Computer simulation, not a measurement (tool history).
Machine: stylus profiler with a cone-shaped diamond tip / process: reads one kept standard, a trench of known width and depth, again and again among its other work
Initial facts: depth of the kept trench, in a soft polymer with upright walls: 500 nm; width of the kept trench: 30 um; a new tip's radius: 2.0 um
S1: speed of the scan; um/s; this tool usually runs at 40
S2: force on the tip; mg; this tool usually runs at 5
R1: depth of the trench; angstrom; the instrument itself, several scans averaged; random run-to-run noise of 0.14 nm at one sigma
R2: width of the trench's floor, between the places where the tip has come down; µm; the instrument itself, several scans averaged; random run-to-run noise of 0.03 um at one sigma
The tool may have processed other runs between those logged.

run 1 hour=0 | S1=40 S2=5 | R1=5059.9 R2=27.16
run 2 hour=21.2 | S1=40 S2=4.43 | R1=5051.8 R2=27.22
run 3 hour=45.9 | S1=40 S2=4.43 | R1=5056.9 R2=27.26
run 4 hour=67.6 | S1=40 S2=5 | R1=5058.3 R2=27.25
run 5 hour=92.6 | S1=40 S2=5 | R1=5055.3 R2=27.27
run 6 hour=103.7 | S1=40 S2=5 | R1=5058.2 R2=27.2
run 7 hour=115.9 | S1=40 S2=5 | R1=5058.1 R2=27.26

What does the tool deliver on the next run?
run 8 hour=130.5 | S1=21 S2=5.65 | R1=? R2=?

{"run 8": {"R1": 5062.8, "R2": 27.3}}
With no hidden state in the tool, this same run would have given R1 5062.9 angstrom, R2 27.3 µm.
